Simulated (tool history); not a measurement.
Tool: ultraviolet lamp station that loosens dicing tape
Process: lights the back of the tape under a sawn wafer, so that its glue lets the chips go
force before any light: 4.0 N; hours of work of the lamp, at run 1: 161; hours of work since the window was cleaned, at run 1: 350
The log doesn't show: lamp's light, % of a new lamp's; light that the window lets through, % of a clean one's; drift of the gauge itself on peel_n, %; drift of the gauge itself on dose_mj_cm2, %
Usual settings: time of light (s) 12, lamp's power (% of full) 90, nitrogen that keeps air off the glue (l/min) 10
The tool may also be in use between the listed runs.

run    day  time of light (s)  lamp's power (% of full)  nitrogen that keeps air off the glue (l/min)  hours of work of the lamp  hours of work since the window was cleaned  force that peels the tape off (N)  light that reached the tape (J/m2)
  1  0.000                 12                        90                                            10                        161                                         350                              0.376                                4970
  2  0.392                 12                        90                                            10                        164                                         354                              0.390                                4900
  3  0.754                 12                        90                                            10                        168                                         357                              0.377                                4910
  4  1.471                 12                        90                                            10                        175                                         364                              0.398                                4930
  5  1.962                 12                        90                                            10                        180                                         369                              0.390                                4930
     2.029  -- window cleaned of glue's vapour
  6  2.425                 12                        90                                            10                        184                                           4                              0.396                                4830
  7  2.958                 12                        96                                             5                        189                                           9                              0.528                                5190
  8  3.567                  7                        90                                             3                        195                                          15                              1.414                                2820
  9  4.396                 12                        67                                             4                        203                                          23                              1.010                                3590
 10  4.742                 10                        70                                             4                        207                                          26                              1.134                                3120
 11  5.104                 20                        90                                            10                        210                                          30                              0.256                                8010

Forecast each of these 4 alternatives for the next run:
  A  5.617                 20                        68                                            11                        215                                          35                                  ?                                   ?
  B  5.617                 12                        90                                            13                        215                                          35                                  ?                                   ?
  C  5.617                 20                        80                                            11                        215                                          35                                  ?                                   ?
  D  5.617                 12                        61                                            10                        215                                          35                                  ?                                   ?

run  force that peels the tape off (N)  light that reached the tape (J/m2)
  A                              0.294                                6050
  B                              0.339                                4760
  C                              0.262                                7120
  D                              0.661                                3200
Without the tool's hidden state the same runs would have given:
run  force that peels the tape off (N)  light that reached the tape (J/m2)
  A                              0.270                                6860
  B                              0.299                                5400
  C                              0.249                                8080
  D                              0.553                                3640
